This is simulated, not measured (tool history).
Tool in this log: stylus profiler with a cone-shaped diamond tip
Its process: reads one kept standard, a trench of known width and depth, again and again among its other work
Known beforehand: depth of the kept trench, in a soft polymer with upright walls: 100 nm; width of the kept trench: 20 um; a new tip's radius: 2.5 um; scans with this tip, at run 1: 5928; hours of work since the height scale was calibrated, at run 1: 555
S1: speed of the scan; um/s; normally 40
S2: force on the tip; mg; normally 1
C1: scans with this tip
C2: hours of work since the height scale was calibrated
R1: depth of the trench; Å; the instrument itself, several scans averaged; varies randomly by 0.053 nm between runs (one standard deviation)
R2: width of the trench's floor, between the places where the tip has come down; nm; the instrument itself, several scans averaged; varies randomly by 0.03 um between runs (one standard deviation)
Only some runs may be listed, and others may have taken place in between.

run 1 hour=0 | S1=40 S2=1 | C1=5928 C2=555 | R1=1009.4 R2=17950
run 2 hour=43 | S1=40 S2=0.78 | C1=6234 C2=583 | R1=1008.3 R2=17900
run 3 hour=90.4 | S1=40 S2=0.78 | C1=6572 C2=615 | R1=1009.4 R2=17920
run 4 hour=141.1 | S1=40 S2=0.78 | C1=6933 C2=649 | R1=1008.7 R2=17880
run 5 hour=189.2 | S1=70 S2=1 | C1=7276 C2=681 | R1=1010.6 R2=17650
run 6 hour=218.4 | S1=16 S2=1 | C1=7485 C2=700 | R1=1010.4 R2=18080
run 7 hour=253.7 | S1=40 S2=1 | C1=7736 C2=724 | R1=1011.1 R2=17860
run 8 hour=295.7 | S1=40 S2=2.6 | C1=8035 C2=752 | R1=1017.3 R2=17970
run 9 hour=325.1 | S1=40 S2=1 | C1=8245 C2=771 | R1=1011.8 R2=17860
run 10 hour=379 | S1=40 S2=1 | C1=8629 C2=807 | R1=1011.2 R2=17830
run 11 hour=429.9 | S1=86 S2=0.45 | C1=8992 C2=841 | R1=1007.2 R2=17090
run 12 hour=469.9 | S1=11 S2=1.2 | C1=9277 C2=868 | R1=1012.7 R2=18080
run 13 hour=505.6 | S1=72 S2=0.49 | C1=9531 C2=892 | R1=1007.6 R2=17310
run 14 hour=529.5 | S1=24 S2=0.34 | C1=9701 C2=908 | R1=1008 R2=17760
run 15 hour=558.7 | S1=158 S2=0.37 | C1=9909 C2=927 | R1=1007.7 R2=15910
run 16 hour=583.2 | S1=37 S2=0.44 | C1=10084 C2=943 | R1=1007.7 R2=17650
run 17 hour=622.9 | S1=121 S2=0.49 | C1=10367 C2=970 | R1=1009 R2=16620
run 18 hour=673.7 | S1=40 S2=1.82 | C1=10729 C2=1004 | R1=1016.5 R2=17840
run 19 hour=703.5 | S1=113 S2=0.88 | C1=10941 C2=1024 | R1=1011.4 R2=17020

What would each run have given without the hidden state, its run-to-run variation left as it was?
Hidden state present: radius of the tip, um; height scale over the true one, %; drift of the gauge itself on depth_nm, %; drift of the gauge itself on floor_um, %.
run=1 R1=1006.9 R2=18260
run=2 R1=1005.6 R2=18220
run=3 R1=1006.5 R2=18260
run=4 R1=1005.7 R2=18230
run=5 R1=1007.5 R2=18020
run=6 R1=1007.1 R2=18470
run=7 R1=1007.8 R2=18260
run=8 R1=1013.9 R2=18380
run=9 R1=1008.3 R2=18290
run=10 R1=1007.5 R2=18270
run=11 R1=1003.4 R2=17550
run=12 R1=1008.7 R2=18560
run=13 R1=1003.6 R2=17790
run=14 R1=1003.8 R2=18250
run=15 R1=1003.5 R2=16420
run=16 R1=1003.4 R2=18160
run=17 R1=1004.5 R2=17150
run=18 R1=1011.9 R2=18380
run=19 R1=1006.7 R2=17570
